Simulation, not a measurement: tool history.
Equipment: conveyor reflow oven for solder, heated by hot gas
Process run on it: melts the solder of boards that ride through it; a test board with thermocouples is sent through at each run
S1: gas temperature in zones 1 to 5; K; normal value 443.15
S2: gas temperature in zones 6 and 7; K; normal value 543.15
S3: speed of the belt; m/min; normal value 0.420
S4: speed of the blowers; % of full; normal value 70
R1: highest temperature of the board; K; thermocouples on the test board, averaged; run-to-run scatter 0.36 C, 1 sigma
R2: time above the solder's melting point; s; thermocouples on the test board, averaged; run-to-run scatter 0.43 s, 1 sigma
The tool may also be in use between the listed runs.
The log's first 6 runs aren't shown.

run 7 hour=47.4 | S1=443.15 S2=543.15 S3=0.420 S4=70 | R1=522.65 R2=59.4
run 8 hour=53.8 | S1=443.15 S2=543.15 S3=0.420 S4=70 | R1=523.75 R2=59.3
run 9 hour=59.9 | S1=443.15 S2=543.15 S3=0.420 S4=70 | R1=523.65 R2=59.3
run 10 hour=67.5 | S1=432.15 S2=543.15 S3=0.420 S4=70 | R1=520.75 R2=53.5
run 11 hour=73.0 | S1=432.15 S2=543.15 S3=0.420 S4=70 | R1=521.05 R2=53.3
run 12 hour=82.5 | S1=432.15 S2=543.15 S3=0.420 S4=70 | R1=520.95 R2=53.2
run 13 hour=91.4 | S1=432.15 S2=543.15 S3=0.420 S4=70 | R1=520.75 R2=53.8
run 14 hour=99.3 | S1=432.15 S2=543.15 S3=0.420 S4=70 | R1=520.35 R2=53.9
run 15 hour=105.0 | S1=434.15 S2=543.15 S3=0.420 S4=70 | R1=522.05 R2=55.3
run 16 hour=111.1 | S1=445.15 S2=548.15 S3=0.354 S4=84 | R1=534.85 R2=84.5
run 17 hour=119.1 | S1=445.15 S2=548.15 S3=0.354 S4=84 | R1=534.95 R2=83.4
run 18 hour=123.9 | S1=443.15 S2=543.15 S3=0.420 S4=69 | R1=522.65 R2=59.5
run 19 hour=132.9 | S1=443.15 S2=543.15 S3=0.420 S4=69 | R1=522.75 R2=59.6
run 20 hour=141.7 | S1=454.15 S2=553.15 S3=0.392 S4=65 | R1=535.45 R2=77.6
run 21 hour=151.6 | S1=448.15 S2=540.15 S3=0.392 S4=65 | R1=523.15 R2=66.1
run 22 hour=161.5 | S1=448.15 S2=540.15 S3=0.392 S4=65 | R1=524.05 R2=66.6
run 23 hour=166.3 | S1=457.15 S2=540.15 S3=0.392 S4=55 | R1=522.55 R2=70.9
run 24 hour=176.7 | S1=440.15 S2=556.15 S3=0.456 S4=64 | R1=528.65 R2=57.3
run 25 hour=181.9 | S1=447.15 S2=536.15 S3=0.456 S4=64 | R1=513.35 R2=46.2
run 26 hour=188.4 | S1=443.15 S2=557.15 S3=0.403 S4=51 | R1=532.25 R2=69.1
run 27 hour=195.6 | S1=443.15 S2=543.15 S3=0.420 S4=60 | R1=520.95 R2=57.1

Run 28 is up next; what results do you expect?
run 28 hour=203.9 | S1=443.15 S2=543.15 S3=0.420 S4=60 | R1=? R2=?

For run 28 the tool returned R1 521.15 K, R2 56.8 s.
Minus the tool's unlogged condition, the same run would have read R1 521.25 K, R2 56.8 s.

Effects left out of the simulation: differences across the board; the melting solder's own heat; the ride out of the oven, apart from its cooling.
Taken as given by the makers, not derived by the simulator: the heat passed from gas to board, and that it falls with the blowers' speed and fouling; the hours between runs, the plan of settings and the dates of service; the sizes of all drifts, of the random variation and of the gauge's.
